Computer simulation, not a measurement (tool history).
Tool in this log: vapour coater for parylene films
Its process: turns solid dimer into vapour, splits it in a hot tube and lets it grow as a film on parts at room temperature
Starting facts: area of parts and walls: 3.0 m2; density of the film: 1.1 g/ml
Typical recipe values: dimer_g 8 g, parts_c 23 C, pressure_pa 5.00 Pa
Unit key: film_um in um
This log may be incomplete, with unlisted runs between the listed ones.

| run | day | dimer_g | parts_c | pressure_pa | film_um |
|---|---|---|---|---|---|
| 1 | 0.000 | 8 | 23 | 5.00 | 1.50 |
| 2 | 0.325 | 8 | 23 | 2.63 | 1.58 |
| 3 | 0.733 | 8 | 23 | 2.63 | 1.56 |
| 4 | 1.033 | 8 | 23 | 2.63 | 1.57 |
| 5 | 1.308 | 8 | 23 | 2.63 | 1.55 |
| 6 | 1.854 | 8 | 23 | 5.00 | 1.48 |
| 7 | 2.475 | 8 | 23 | 5.00 | 1.47 |
| 8 | 3.075 | 8 | 23 | 5.00 | 1.48 |
| 9 | 3.358 | 8 | 23 | 5.00 | 1.44 |
| 10 | 3.867 | 8 | 23 | 5.00 | 1.45 |
| 11 | 4.446 | 8 | 23 | 5.00 | 1.46 |
| 12 | 4.946 | 8 | 23 | 4.48 | 1.45 |
| 13 | 5.233 | 8 | 23 | 4.48 | 1.47 |
| 14 | 5.692 | 8 | 23 | 4.48 | 1.49 |
| 15 | 6.183 | 8 | 23 | 4.48 | 1.45 |
| 16 | 6.571 | 8 | 23 | 4.48 | 1.45 |
| 17 | 7.033 | 8 | 23 | 4.48 | 1.44 |
| 18 | 7.425 | 8 | 19 | 8.84 | 1.63 |
| 19 | 7.983 | 8 | 19 | 8.84 | 1.64 |
| 20 | 8.596 | 8 | 19 | 8.84 | 1.64 |
| 21 | 9.217 | 8 | 28 | 5.00 | 1.13 |
| 22 | 9.846 | 8 | 28 | 5.00 | 1.12 |
| 23 | 10.254 | 5 | 30 | 6.85 | 0.64 |
| 24 | 10.667 | 5 | 30 | 6.85 | 0.62 |
| 25 | 11.212 | 5 | 30 | 6.85 | 0.62 |
| 26 | 11.683 | 5 | 30 | 6.85 | 0.62 |
| 27 | 12.304 | 4 | 17 | 5.52 | 0.91 |
| 28 | 12.788 | 4 | 17 | 3.29 | 0.95 |
| 29 | 13.338 | 8 | 17 | 5.00 | 1.84 |
|  | 13.762 | trap's valve overhauled |
| 30 | 13.996 | 9 | 23 | 6.49 | 1.77 |
| 31 | 14.554 | 9 | 23 | 6.49 | 1.75 |
| 32 | 15.038 | 5 | 27 | 5.00 | 0.82 |

Below are 3 alternative next runs, each starting from the tool's condition after run 32. Predict each:
| A | 15.338 | 8 | 20 | 2.86 | ? |
| B | 15.338 | 5 | 16 | 7.11 | ? |
| C | 15.338 | 8 | 23 | 2.70 | ? |

| run | film_um |
|---|---|
| A | 1.90 |
| B | 1.34 |
| C | 1.67 |
Without the tool's hidden state the same runs would have given:
| run | film_um |
|---|---|
| A | 1.90 |
| B | 1.33 |
| C | 1.67 |
